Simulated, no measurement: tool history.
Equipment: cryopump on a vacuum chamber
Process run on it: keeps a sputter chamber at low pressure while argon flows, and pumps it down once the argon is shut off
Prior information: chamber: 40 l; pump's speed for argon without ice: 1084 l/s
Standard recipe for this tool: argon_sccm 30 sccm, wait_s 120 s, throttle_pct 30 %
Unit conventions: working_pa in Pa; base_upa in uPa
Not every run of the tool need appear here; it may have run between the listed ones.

run   hour  argon_sccm  wait_s  throttle_pct  working_pa  base_upa
  1    0.0          30     120            30      0.1608      3.14
  2   55.8          46     120            30      0.2472      3.24
  3  141.6          30     120            30      0.1625      3.33
  4  229.8          30     120            30      0.1628      3.44
  5  288.5          30     120            30      0.1649      3.59
  6  333.4          30     120            24      0.2025      3.70
  7  371.6          55     109            29      0.3121      3.74
  8  423.1          16      22            30      0.0877      6.74
  9  487.8          16      22            30      0.0881      7.08
 10  553.5          36      55            30      0.1992      4.76
 11  600.5          36      55            30      0.1997      4.95
 12  644.5          36      55            53      0.1188      4.90

Here are 3 independent what-if runs from the current tool condition. What would each one return?
  A  721.2          47      55            53           ?         ?
  B  721.2          30      28            17           ?         ?
  C  721.2          30     154            30           ?         ?

run  working_pa  base_upa
  A      0.1573      5.09
  B      0.2874      6.59
  C      0.1675      4.17
Stripped of hidden state, with their random variation kept, the same runs would have yielded:
run  working_pa  base_upa
  A      0.1388      1.78
  B      0.2756      3.30
  C      0.1557      0.86

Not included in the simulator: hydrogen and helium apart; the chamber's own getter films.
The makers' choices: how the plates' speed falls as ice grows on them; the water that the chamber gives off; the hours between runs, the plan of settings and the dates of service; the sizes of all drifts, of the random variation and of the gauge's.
